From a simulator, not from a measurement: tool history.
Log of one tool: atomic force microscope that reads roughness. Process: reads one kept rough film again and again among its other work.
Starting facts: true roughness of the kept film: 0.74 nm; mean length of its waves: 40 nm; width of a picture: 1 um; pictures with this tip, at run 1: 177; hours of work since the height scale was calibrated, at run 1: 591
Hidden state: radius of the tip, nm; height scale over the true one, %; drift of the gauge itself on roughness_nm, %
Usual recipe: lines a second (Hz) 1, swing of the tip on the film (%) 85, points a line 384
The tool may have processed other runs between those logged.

run,day,lines a second (Hz),swing of the tip on the film (%),points a line,pictures with this tip,hours of work since the height scale was calibrated,roughness of the kept film (nm (root mean square))
1,0,1,85,384,177,591,0.6375
2,0.671,1,85,846,200,603,0.6366
3,1.129,1,85,384,215,611,0.636
4,1.912,1,85,417,242,625,0.6333
5,2.342,1,85,417,257,633,0.6316
6,2.996,1,85,417,279,645,0.6313
7,3.717,1,85,417,304,658,0.6303
# day 4.079: new tip fitted
8,4.133,1,85,384,2,665,0.6426
9,4.6,1,85,307,18,673,0.6405
10,5.271,1,85,269,41,685,0.639
11,5.796,1,85,269,59,694,0.6376
12,6.667,1,85,269,89,710,0.6368
13,7.312,1,85,384,111,721,0.6369
14,7.942,1,85,384,132,733,0.637
15,8.754,1.45,57,743,160,747,0.6958
16,9.379,1.45,57,743,182,758,0.6947
17,10.021,1.45,57,743,204,770,0.6943
18,10.829,1.45,57,743,232,784,0.693
19,11.188,1.45,57,743,244,791,0.6907
20,11.779,1.45,57,743,264,801,0.6909
21,12.212,2.84,57,743,279,809,0.6665
22,12.892,2.84,57,743,302,821,0.6664
# day 13.333: new tip fitted
23,13.362,3.43,70,447,1,829,0.6023
24,14.225,0.59,66,278,30,845,0.7028
25,14.862,1.07,61,384,52,856,0.6993
26,15.629,1.07,61,384,78,870,0.6971
27,16.512,1,85,973,109,886,0.64
28,16.896,1.17,65,491,122,892,0.6844

Consider 3 possible next runs. They are alternatives, not a sequence: every one starts from the tool as it was left by run 28. What does each give?
A,17.562,1.97,88,384,145,904,?
B,17.562,1,85,340,145,904,?
C,17.562,2.87,58,384,145,904,?

run,roughness of the kept film (nm (root mean square))
A,0.5554
B,0.6377
C,0.6664
The same runs, with their run-to-run variation unchanged, on a tool lacking any hidden condition would have given:
run,roughness of the kept film (nm (root mean square))
A,0.5628
B,0.6462
C,0.6753

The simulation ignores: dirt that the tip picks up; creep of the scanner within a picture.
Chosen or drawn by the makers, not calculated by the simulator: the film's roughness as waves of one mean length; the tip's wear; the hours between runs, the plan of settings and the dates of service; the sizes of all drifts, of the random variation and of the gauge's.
